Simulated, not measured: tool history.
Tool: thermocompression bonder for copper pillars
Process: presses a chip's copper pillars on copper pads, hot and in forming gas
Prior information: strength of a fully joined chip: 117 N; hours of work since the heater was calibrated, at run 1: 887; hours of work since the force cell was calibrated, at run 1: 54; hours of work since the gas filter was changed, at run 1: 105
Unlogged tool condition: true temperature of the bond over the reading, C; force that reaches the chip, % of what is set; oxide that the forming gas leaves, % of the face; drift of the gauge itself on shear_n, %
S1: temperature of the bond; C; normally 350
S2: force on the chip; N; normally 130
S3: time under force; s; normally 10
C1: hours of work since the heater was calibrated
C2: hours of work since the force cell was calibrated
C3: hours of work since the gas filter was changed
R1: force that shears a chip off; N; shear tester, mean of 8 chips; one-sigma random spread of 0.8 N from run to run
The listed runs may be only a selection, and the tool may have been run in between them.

{"run": 1, "hour": 0.0, "S1": 350, "S2": 130, "S3": 10, "C1": 887, "C2": 54, "C3": 105, "R1": 64.2}
{"run": 2, "hour": 10.0, "S1": 350, "S2": 130, "S3": 10, "C1": 891, "C2": 58, "C3": 109, "R1": 63.5}
{"run": 3, "hour": 18.7, "S1": 350, "S2": 130, "S3": 10, "C1": 895, "C2": 61, "C3": 113, "R1": 64.9}
{"run": 4, "hour": 24.5, "S1": 350, "S2": 130, "S3": 20, "C1": 897, "C2": 64, "C3": 115, "R1": 79.2}
{"run": 5, "hour": 31.1, "S1": 350, "S2": 130, "S3": 20, "C1": 900, "C2": 67, "C3": 118, "R1": 79.3}
{"run": 6, "hour": 42.4, "S1": 350, "S2": 130, "S3": 20, "C1": 905, "C2": 71, "C3": 122, "R1": 79.1}
{"run": 7, "hour": 50.4, "S1": 350, "S2": 86, "S3": 10, "C1": 908, "C2": 74, "C3": 126, "R1": 47.1}
{"run": 8, "hour": 63.1, "S1": 350, "S2": 86, "S3": 10, "C1": 913, "C2": 80, "C3": 131, "R1": 47.1}
{"run": 9, "hour": 73.0, "S1": 350, "S2": 130, "S3": 6, "C1": 917, "C2": 84, "C3": 135, "R1": 53.6}
{"run": 10, "hour": 85.5, "S1": 350, "S2": 130, "S3": 6, "C1": 922, "C2": 89, "C3": 140, "R1": 53.5}
{"hour": 88.6, "done": "heater calibrated with a thermocouple chip"}
{"run": 11, "hour": 98.9, "S1": 350, "S2": 130, "S3": 6, "C1": 4, "C2": 93, "C3": 145, "R1": 55.4}
{"run": 12, "hour": 107.5, "S1": 350, "S2": 130, "S3": 6, "C1": 8, "C2": 97, "C3": 148, "R1": 54.7}
{"run": 13, "hour": 113.7, "S1": 350, "S2": 130, "S3": 6, "C1": 10, "C2": 99, "C3": 151, "R1": 54.6}
{"run": 14, "hour": 119.6, "S1": 353, "S2": 130, "S3": 10, "C1": 13, "C2": 102, "C3": 153, "R1": 65.8}
{"run": 15, "hour": 125.2, "S1": 350, "S2": 130, "S3": 15, "C1": 15, "C2": 104, "C3": 155, "R1": 73.9}
{"run": 16, "hour": 131.0, "S1": 348, "S2": 129, "S3": 10, "C1": 17, "C2": 106, "C3": 158, "R1": 63.4}
{"run": 17, "hour": 136.7, "S1": 329, "S2": 130, "S3": 10, "C1": 20, "C2": 109, "C3": 160, "R1": 55.6}
{"hour": 150.1, "done": "heater calibrated with a thermocouple chip, once more"}
{"run": 18, "hour": 150.1, "S1": 329, "S2": 130, "S3": 10, "C1": 0, "C2": 113, "C3": 165, "R1": 50.9}
{"run": 19, "hour": 162.8, "S1": 326, "S2": 179, "S3": 25, "C1": 5, "C2": 118, "C3": 170, "R1": 80.6}
{"run": 20, "hour": 172.1, "S1": 337, "S2": 114, "S3": 25, "C1": 9, "C2": 122, "C3": 173, "R1": 67.4}
{"run": 21, "hour": 179.7, "S1": 358, "S2": 137, "S3": 10, "C1": 12, "C2": 125, "C3": 177, "R1": 67.1}
{"run": 22, "hour": 187.7, "S1": 374, "S2": 130, "S3": 11, "C1": 15, "C2": 129, "C3": 180, "R1": 74.7}
{"run": 23, "hour": 198.3, "S1": 374, "S2": 130, "S3": 11, "C1": 20, "C2": 133, "C3": 184, "R1": 73.3}
{"run": 24, "hour": 211.3, "S1": 323, "S2": 83, "S3": 5, "C1": 25, "C2": 138, "C3": 189, "R1": 24.3}
{"run": 25, "hour": 218.4, "S1": 364, "S2": 165, "S3": 10, "C1": 28, "C2": 141, "C3": 192, "R1": 77.0}
{"run": 26, "hour": 223.9, "S1": 349, "S2": 130, "S3": 13, "C1": 30, "C2": 143, "C3": 195, "R1": 66.8}
{"run": 27, "hour": 235.3, "S1": 349, "S2": 130, "S3": 13, "C1": 35, "C2": 148, "C3": 199, "R1": 65.9}
{"run": 28, "hour": 242.9, "S1": 349, "S2": 130, "S3": 13, "C1": 38, "C2": 151, "C3": 202, "R1": 67.5}
{"run": 29, "hour": 253.6, "S1": 361, "S2": 130, "S3": 10, "C1": 42, "C2": 155, "C3": 207, "R1": 66.9}
{"run": 30, "hour": 263.4, "S1": 361, "S2": 130, "S3": 10, "C1": 46, "C2": 159, "C3": 211, "R1": 66.0}

Selected run-to-run steps in R1, each split into two signed amounts: the part the tool would show with no hidden state at all (from settings, incoming material and random variation), and the remainder, which goes to the hidden state together with any gauge scatter not common to the measured and the hidden-state-free results:
Run 6 -> 7: S2 130 -> 86, S3 20 -> 10. R1 -32.0 N: hidden state +0.1, all else -32.1.
Run 10 -> 11: heater calibrated with a thermocouple chip. R1 +1.9 N: hidden state +1.1, all else +0.8.
Run 17 -> 18: heater calibrated with a thermocouple chip, once more. R1 -4.7 N: hidden state -3.5, all else -1.2.
Run 23 -> 24: S1 374 -> 323, S2 130 -> 83, S3 11 -> 5. R1 -49.0 N: hidden state +1.1, all else -50.1.
Run 24 -> 25: S1 323 -> 364, S2 83 -> 165, S3 5 -> 10. R1 +52.7 N: hidden state -1.3, all else +54.0.
